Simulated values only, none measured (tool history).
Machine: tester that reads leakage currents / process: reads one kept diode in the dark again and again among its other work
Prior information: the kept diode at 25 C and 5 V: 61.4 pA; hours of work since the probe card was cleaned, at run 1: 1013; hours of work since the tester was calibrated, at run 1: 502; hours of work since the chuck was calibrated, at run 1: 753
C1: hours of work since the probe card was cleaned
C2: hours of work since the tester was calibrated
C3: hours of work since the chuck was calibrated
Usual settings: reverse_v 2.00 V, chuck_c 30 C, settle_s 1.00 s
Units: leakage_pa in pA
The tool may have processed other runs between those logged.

{"run": 1, "hour": 0.0, "reverse_v": 2.0, "chuck_c": 30, "settle_s": 1.0, "C1": 1013, "C2": 502, "C3": 753, "leakage_pa": 59.32}
{"run": 2, "hour": 33.1, "reverse_v": 2.0, "chuck_c": 29, "settle_s": 1.0, "C1": 1039, "C2": 528, "C3": 779, "leakage_pa": 55.55}
{"run": 3, "hour": 62.5, "reverse_v": 2.0, "chuck_c": 54, "settle_s": 1.0, "C1": 1062, "C2": 551, "C3": 802, "leakage_pa": 292.26}
{"run": 4, "hour": 97.0, "reverse_v": 1.62, "chuck_c": 30, "settle_s": 1.0, "C1": 1089, "C2": 579, "C3": 829, "leakage_pa": 53.63}
{"run": 5, "hour": 126.7, "reverse_v": 1.62, "chuck_c": 30, "settle_s": 1.0, "C1": 1113, "C2": 602, "C3": 853, "leakage_pa": 54.35}
{"run": 6, "hour": 163.7, "reverse_v": 1.62, "chuck_c": 30, "settle_s": 1.0, "C1": 1142, "C2": 632, "C3": 882, "leakage_pa": 54.06}
{"run": 7, "hour": 207.5, "reverse_v": 1.62, "chuck_c": 30, "settle_s": 1.0, "C1": 1177, "C2": 666, "C3": 917, "leakage_pa": 54.09}
{"run": 8, "hour": 247.0, "reverse_v": 2.0, "chuck_c": 30, "settle_s": 1.0, "C1": 1208, "C2": 697, "C3": 948, "leakage_pa": 59.08}
{"run": 9, "hour": 280.4, "reverse_v": 2.0, "chuck_c": 30, "settle_s": 1.0, "C1": 1234, "C2": 724, "C3": 974, "leakage_pa": 59.3}
{"run": 10, "hour": 313.7, "reverse_v": 2.0, "chuck_c": 30, "settle_s": 2.05, "C1": 1261, "C2": 750, "C3": 1001, "leakage_pa": 59.0}
{"run": 11, "hour": 351.8, "reverse_v": 2.0, "chuck_c": 32, "settle_s": 1.0, "C1": 1291, "C2": 780, "C3": 1031, "leakage_pa": 68.54}
{"run": 12, "hour": 395.1, "reverse_v": 2.0, "chuck_c": 32, "settle_s": 1.0, "C1": 1325, "C2": 814, "C3": 1065, "leakage_pa": 68.32}
{"run": 13, "hour": 427.6, "reverse_v": 2.0, "chuck_c": 32, "settle_s": 1.0, "C1": 1351, "C2": 840, "C3": 1091, "leakage_pa": 68.17}
{"run": 14, "hour": 474.3, "reverse_v": 2.37, "chuck_c": 33, "settle_s": 4.91, "C1": 1388, "C2": 877, "C3": 1127, "leakage_pa": 78.72}
{"run": 15, "hour": 506.1, "reverse_v": 2.0, "chuck_c": 44, "settle_s": 1.0, "C1": 1413, "C2": 902, "C3": 1153, "leakage_pa": 154.51}
{"run": 16, "hour": 548.3, "reverse_v": 2.0, "chuck_c": 44, "settle_s": 1.0, "C1": 1446, "C2": 936, "C3": 1186, "leakage_pa": 154.51}
{"run": 17, "hour": 571.6, "reverse_v": 2.96, "chuck_c": 32, "settle_s": 2.13, "C1": 1464, "C2": 954, "C3": 1204, "leakage_pa": 80.74}
{"run": 18, "hour": 598.5, "reverse_v": 2.0, "chuck_c": 47, "settle_s": 1.0, "C1": 1486, "C2": 975, "C3": 1226, "leakage_pa": 188.23}
{"run": 19, "hour": 644.6, "reverse_v": 2.0, "chuck_c": 47, "settle_s": 1.0, "C1": 1522, "C2": 1012, "C3": 1262, "leakage_pa": 187.57}

What will run 20 give?
{"run": 20, "hour": 677.7, "reverse_v": 3.14, "chuck_c": 45, "settle_s": 1.0, "C1": 1548, "C2": 1038, "C3": 1288, "leakage_pa": "?"}

{"run 20": {"leakage_pa": 200.85}}
Without the tool's hidden state the same run would have given leakage_pa 201.04 pA.
